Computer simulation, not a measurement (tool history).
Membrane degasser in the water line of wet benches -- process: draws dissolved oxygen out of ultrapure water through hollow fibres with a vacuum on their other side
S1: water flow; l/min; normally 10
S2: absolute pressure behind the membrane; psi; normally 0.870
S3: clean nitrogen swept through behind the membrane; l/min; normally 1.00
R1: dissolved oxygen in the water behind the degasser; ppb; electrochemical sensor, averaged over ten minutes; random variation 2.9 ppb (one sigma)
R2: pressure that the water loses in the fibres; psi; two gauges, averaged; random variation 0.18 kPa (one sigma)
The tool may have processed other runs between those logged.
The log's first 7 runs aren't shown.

run	hour	S1	S2	S3	R1	R2
8	703.2	10	0.870	1.00	286.8	5.028
# hour 790.6: vacuum gauge calibrated
9	828.8	10	0.870	1.00	291.4	5.036
10	947.7	10	0.870	1.00	283.6	5.079
11	1064.4	10	0.870	1.26	276.5	5.039
12	1125.3	10	0.870	1.26	270.0	5.072
13	1224.6	10	0.870	1.96	257.5	4.978
14	1322.9	10	0.870	1.96	262.1	5.030
15	1439.7	12	0.870	1.00	395.0	6.055
16	1491.5	10	0.870	1.00	284.0	4.970
17	1607.3	10	0.870	1.00	289.9	5.017
18	1680.0	13	1.416	0.41	752.6	6.535
19	1766.2	13	1.416	0.41	765.5	6.577
20	1845.3	8	1.416	0.69	310.4	3.997
21	1954.1	12	0.870	1.16	389.5	6.035
22	2065.2	8	1.524	1.39	238.3	4.063
23	2125.7	9	1.524	2.45	242.0	4.445
24	2215.0	14	0.870	1.06	495.9	7.072
25	2339.4	6	2.042	2.99	120.9	3.039
26	2398.2	6	2.042	2.99	119.2	3.008
27	2467.9	9	1.001	1.00	256.9	4.563
28	2566.1	9	1.984	0.76	458.7	4.553
29	2660.2	7	1.984	0.90	283.9	3.522

Run 30 has not been measured yet. What should we expect?
30	2756.3	7	1.984	0.90	?	?

Run 30 came out at R1 287.3 ppb, R2 3.533 psi.
Minus the tool's unlogged condition, the same run would have read R1 286.6 ppb, R2 3.530 psi.
